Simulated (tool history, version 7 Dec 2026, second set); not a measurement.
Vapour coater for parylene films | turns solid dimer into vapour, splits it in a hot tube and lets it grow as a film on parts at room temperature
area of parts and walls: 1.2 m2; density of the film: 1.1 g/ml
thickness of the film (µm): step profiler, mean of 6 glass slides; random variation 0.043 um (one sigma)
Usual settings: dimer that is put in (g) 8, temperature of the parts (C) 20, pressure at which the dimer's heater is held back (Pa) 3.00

run,hour,dimer that is put in (g),temperature of the parts (C),pressure at which the dimer's heater is held back (Pa),thickness of the film (µm)
1,0.0,8,20,3.00,4.30
# hour 44.0: trap's valve overhauled
2,44.0,8,20,3.00,4.89
3,80.1,8,20,2.16,5.14
4,141.8,8,20,3.00,4.57
5,203.5,8,20,3.00,4.51
6,264.7,3,20,2.79,1.65

Run 7 comes next. What will it give?
7,320.1,10,13,3.69,?

Run 7 gave thickness of the film (µm) 6.65.
Without the tool's hidden state the same run would have given thickness of the film (µm) 7.43.
